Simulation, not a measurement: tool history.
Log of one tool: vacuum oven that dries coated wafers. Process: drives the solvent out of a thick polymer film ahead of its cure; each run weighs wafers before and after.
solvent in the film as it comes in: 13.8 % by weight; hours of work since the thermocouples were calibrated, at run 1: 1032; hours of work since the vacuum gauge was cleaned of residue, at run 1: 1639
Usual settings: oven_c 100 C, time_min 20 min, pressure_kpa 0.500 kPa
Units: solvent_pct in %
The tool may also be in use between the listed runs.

run    hour  oven_c  time_min  pressure_kpa  hours of work since the thermocouples were calibrated  hours of work since the vacuum gauge was cleaned of residue  solvent_pct
  1     0.0     100        20         0.500                                                   1032                                                         1639         3.00
  2    72.3     100        20         0.500                                                   1068                                                         1675         3.04
  3   110.3     100        20         1.858                                                   1087                                                         1694         3.18
  4   163.7     100        20         1.858                                                   1114                                                         1721         3.19
  5   202.6     100        20         1.858                                                   1133                                                         1740         3.25
  6   257.9     100        20         1.858                                                   1161                                                         1768         3.25
  7   329.2     100        20         0.500                                                   1197                                                         1804         2.99
  8   375.4     111        20         0.500                                                   1220                                                         1827         1.26
  9   449.5     111        20         0.500                                                   1257                                                         1864         1.19
 10   484.1     111        20         0.500                                                   1274                                                         1881         1.23
 11   547.6     103        20         0.500                                                   1306                                                         1913         2.43
 12   613.4     103        20         0.500                                                   1339                                                         1946         2.47
 13   658.0     100        10         0.500                                                   1361                                                         1968         5.54
 14   725.2     100        10         0.500                                                   1395                                                         2002         5.66
 15   793.4     100        32         0.500                                                   1429                                                         2036         1.37
 16   868.8      91        20         0.500                                                   1467                                                         2074         4.80
 17   937.1      91        20         0.500                                                   1501                                                         2108         4.73
 18   983.0     100        12         0.500                                                   1524                                                         2131         4.84
     1011.8  -- oven's thermocouples calibrated
 19  1047.8     100        12         0.500                                                     18                                                         2162         5.51
 20  1106.6     100        12         0.500                                                     48                                                         2192         5.50
 21  1150.4     100        20         0.500                                                     69                                                         2214         3.46
 22  1227.6     100        20         0.500                                                    108                                                         2253         3.41
 23  1276.9     112        20         0.539                                                    133                                                         2277         1.41
 24  1346.8     112        20         0.539                                                    168                                                         2312         1.35
 25  1430.2     112        20         0.539                                                    210                                                         2354         1.34
 26  1514.6      90        20         0.346                                                    252                                                         2396         5.49
 27  1596.0      89        20         0.606                                                    293                                                         2437         5.73
 28  1661.4      96        17         0.811                                                    325                                                         2470         4.88
 29  1722.9      96        15         1.832                                                    356                                                         2501         5.41
 30  1775.3      96        15         1.832                                                    382                                                         2527         5.48
     1815.6  -- vacuum gauge cleaned of residue and calibrated
 31  1850.0     102        20         0.823                                                    419                                                           17         2.79
 32  1896.5     100        20         1.734                                                    442                                                           41         3.44
 33  1932.7     100        18         0.715                                                    461                                                           59         3.64
 34  1973.7      98        20         0.500                                                    481                                                           79         3.55
 35  2039.8     104        15         0.500                                                    514                                                          112         3.42
 36  2090.8     104        15         0.500                                                    540                                                          138         3.45
 37  2142.3     104        15         0.500                                                    566                                                          164         3.51
 38  2213.3     113        15         0.687                                                    601                                                          199         1.93
 39  2258.5     113        31         0.509                                                    624                                                          222         0.34
 40  2298.1     113        31         0.509                                                    644                                                          242         0.33
 41  2374.9      92        21         0.273                                                    682                                                          280         4.49
 42  2456.1     107        20         0.686                                                    723                                                          321         1.88

Some steps in solvent_pct between neighbouring runs. How much of each would the tool show without its hidden state too (settings, what came in, random variation), and how much is left for the hidden state, with any gauge scatter that isn't in both results?
The hidden state here: true wafer temperature over the reading, C; true pressure over the reading, kPa; drift of the gauge itself on solvent_pct, %.
Run 14 -> 15: time_min 10 -> 32. solvent_pct -4.29 %: hidden state +0.13, all else -4.42.
Run 15 -> 16: oven_c 100 -> 91, time_min 32 -> 20. solvent_pct +3.43 %: hidden state -0.18, all else +3.61.
Run 18 -> 19: oven's thermocouples calibrated. solvent_pct +0.67 %: hidden state +0.53, all else +0.14.
Run 25 -> 26: oven_c 112 -> 90, pressure_kpa 0.539 -> 0.346. solvent_pct +4.15 %: hidden state +0.01, all else +4.14.
Run 40 -> 41: oven_c 113 -> 92, time_min 31 -> 21, pressure_kpa 0.509 -> 0.273. solvent_pct +4.16 %: hidden state -0.15, all else +4.31.
